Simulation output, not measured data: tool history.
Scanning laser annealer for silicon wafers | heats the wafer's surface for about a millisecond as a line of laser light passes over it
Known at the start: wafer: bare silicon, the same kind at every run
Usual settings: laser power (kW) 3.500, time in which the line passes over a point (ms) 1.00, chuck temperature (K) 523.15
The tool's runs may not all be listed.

run,hour,laser power (kW),time in which the line passes over a point (ms),chuck temperature (K),highest temperature of the surface (K)
1,0.0,3.500,1.00,523.15,1238.15
2,7.0,3.500,1.00,523.15,1239.15
3,16.6,3.511,1.00,523.15,1240.15
4,24.7,3.511,1.00,523.15,1241.15
5,29.3,3.511,1.00,523.15,1240.15
6,33.8,3.511,1.00,523.15,1243.15
7,41.1,3.511,1.00,523.15,1242.15
8,51.3,3.511,1.00,492.15,1213.15
9,60.5,3.500,1.06,523.15,1261.15
10,68.6,3.791,0.97,512.15,1271.15
11,73.3,3.388,1.19,537.15,1290.15
12,82.7,3.707,1.06,512.15,1286.15
13,91.2,2.982,1.00,513.15,1132.15
14,96.4,3.222,1.00,524.15,1188.15
15,102.1,3.222,1.00,524.15,1184.15
16,110.9,3.500,0.70,523.15,1127.15

Forecast each of these 4 alternatives for the next run:
A,118.2,3.500,1.09,523.15,?
B,118.2,3.777,0.92,498.15,?
C,118.2,3.054,0.77,523.15,?
D,118.2,3.581,1.00,523.15,?

run,highest temperature of the surface (K)
A,1267.15
B,1238.15
C,1080.15
D,1253.15
Without the tool's hidden state the same runs would have given:
run,highest temperature of the surface (K)
A,1268.15
B,1238.15
C,1080.15
D,1253.15
